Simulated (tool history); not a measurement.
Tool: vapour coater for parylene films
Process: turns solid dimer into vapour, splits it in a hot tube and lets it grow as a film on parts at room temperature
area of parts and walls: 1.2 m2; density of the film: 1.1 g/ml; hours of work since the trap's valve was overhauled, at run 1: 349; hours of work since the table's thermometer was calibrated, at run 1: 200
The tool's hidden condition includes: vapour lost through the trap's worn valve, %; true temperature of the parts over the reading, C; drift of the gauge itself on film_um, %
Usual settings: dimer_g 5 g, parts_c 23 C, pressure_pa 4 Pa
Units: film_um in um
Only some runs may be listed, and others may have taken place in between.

| run | hour | dimer_g | parts_c | pressure_pa | hours of work since the trap's valve was overhauled | hours of work since the table's thermometer was calibrated | film_um |
|---|---|---|---|---|---|---|---|
| 1 | 0 | 5 | 23 | 4 | 349 | 200 | 2.566 |
| 2 | 20.7 | 5 | 23 | 4 | 358 | 209 | 2.573 |
| 3 | 40.9 | 3 | 23 | 4 | 367 | 218 | 1.533 |
| 4 | 60.8 | 3 | 23 | 4 | 376 | 227 | 1.551 |
| 5 | 83.7 | 3 | 23 | 4 | 386 | 237 | 1.542 |
| 6 | 97.2 | 3 | 23 | 4 | 392 | 243 | 1.553 |
| 7 | 110 | 6 | 23 | 6.93 | 397 | 249 | 2.84 |
| 8 | 124.5 | 6 | 23 | 6.93 | 404 | 255 | 2.84 |
| 9 | 145.4 | 5 | 28 | 3.33 | 413 | 264 | 2.254 |
| 10 | 159.5 | 4 | 23 | 5.2 | 419 | 271 | 1.987 |
| 11 | 172.6 | 9 | 35 | 3.63 | 425 | 276 | 3.247 |
| 12 | 195.3 | 5 | 23 | 7.53 | 435 | 286 | 2.328 |

Each row is a separate what-if for the run after 12, all from the same tool condition, not one after another. Results?
| A | 208 | 3 | 23 | 7.53 | 440 | 292 | ? |
| B | 208 | 5 | 32 | 6.32 | 440 | 292 | ? |
| C | 208 | 5 | 23 | 11.04 | 440 | 292 | ? |
| D | 208 | 3 | 17 | 7.33 | 440 | 292 | ? |

| run | film_um |
|---|---|
| A | 1.397 |
| B | 1.819 |
| C | 2.207 |
| D | 1.69 |
Had the tool no hidden state, the same runs would have come out as:
| run | film_um |
|---|---|
| A | 1.4 |
| B | 1.823 |
| C | 2.212 |
| D | 1.694 |
